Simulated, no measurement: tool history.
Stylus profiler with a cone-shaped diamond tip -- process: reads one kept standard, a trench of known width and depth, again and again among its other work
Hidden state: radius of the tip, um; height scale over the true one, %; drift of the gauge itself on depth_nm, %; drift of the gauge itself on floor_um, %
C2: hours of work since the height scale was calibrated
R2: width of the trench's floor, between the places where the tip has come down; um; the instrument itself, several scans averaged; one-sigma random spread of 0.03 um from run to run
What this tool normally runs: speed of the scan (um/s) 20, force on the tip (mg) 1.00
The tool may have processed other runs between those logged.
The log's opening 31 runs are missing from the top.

Run 32, hour 1001.7: usual settings but speed of the scan (um/s) 72, force on the tip (mg) 1.34; scans with this tip 19759; C2 284. Result: depth of the trench (nm) 100.53, R2 47.44 um.
Run 33, hour 1030.0: usual settings but speed of the scan (um/s) 72, force on the tip (mg) 1.34; scans with this tip 19975; C2 304. Result: depth of the trench (nm) 100.53, R2 47.40 um.
Run 34, hour 1061.7: usual settings but speed of the scan (um/s) 15, force on the tip (mg) 1.09; scans with this tip 20218; C2 326. Result: depth of the trench (nm) 100.47, R2 47.80 um.
Run 35, hour 1100.2: usual settings but speed of the scan (um/s) 17, force on the tip (mg) 1.18; scans with this tip 20512; C2 353. Result: depth of the trench (nm) 100.50, R2 47.81 um.
Run 36, hour 1133.4: usual settings but speed of the scan (um/s) 31, force on the tip (mg) 0.62; scans with this tip 20766; C2 376. Result: depth of the trench (nm) 100.33, R2 47.62 um.
Run 37, hour 1169.6: usual settings but speed of the scan (um/s) 25, force on the tip (mg) 0.69; scans with this tip 21043; C2 402. Result: depth of the trench (nm) 100.36, R2 47.68 um.
Run 38, hour 1198.9: usual settings but speed of the scan (um/s) 11, force on the tip (mg) 1.19; scans with this tip 21266; C2 422. Result: depth of the trench (nm) 100.50, R2 47.82 um.
Run 39, hour 1242.7: usual settings but speed of the scan (um/s) 9, force on the tip (mg) 0.76; scans with this tip 21602; C2 453. Result: depth of the trench (nm) 100.39, R2 47.81 um.
Run 40, hour 1284.1: usual settings but speed of the scan (um/s) 22, force on the tip (mg) 0.34; scans with this tip 21918; C2 482. Result: depth of the trench (nm) 100.26, R2 47.61 um.
Run 41, hour 1322.9: usual settings but speed of the scan (um/s) 31, force on the tip (mg) 1.15; scans with this tip 22215; C2 509. Result: depth of the trench (nm) 100.52, R2 47.68 um.
Run 42, hour 1345.7: usual settings but speed of the scan (um/s) 31, force on the tip (mg) 1.15; scans with this tip 22389; C2 525. Result: depth of the trench (nm) 100.54, R2 47.65 um.
Run 43, hour 1375.6: usual settings but speed of the scan (um/s) 53, force on the tip (mg) 1.67; scans with this tip 22617; C2 545. Result: depth of the trench (nm) 100.64, R2 47.52 um.
Run 44, hour 1413.1: usual settings but speed of the scan (um/s) 53, force on the tip (mg) 1.67; scans with this tip 22904; C2 572. Result: depth of the trench (nm) 100.67, R2 47.46 um.

Predict each of these 3 candidate next runs independently; none follows another, all start after run 44:
Run A, hour 1444.1: usual settings but speed of the scan (um/s) 7, force on the tip (mg) 1.67; scans with this tip 23142; C2 593. Result: depth of the trench (nm) ?, R2 ?.
Run B, hour 1444.1: usual settings but speed of the scan (um/s) 22, force on the tip (mg) 0.95; scans with this tip 23142; C2 593. Result: depth of the trench (nm) ?, R2 ?.
Run C, hour 1444.1: usual settings but speed of the scan (um/s) 48, force on the tip (mg) 1.11; scans with this tip 23142; C2 593. Result: depth of the trench (nm) ?, R2 ?.

run  depth of the trench (nm)     R2
  A                    100.67  47.81
  B                    100.48  47.62
  C                    100.51  47.45
Had the tool no hidden state, the same runs would have come out as:
run  depth of the trench (nm)     R2
  A                    100.62  48.71
  B                    100.42  48.52
  C                    100.45  48.36
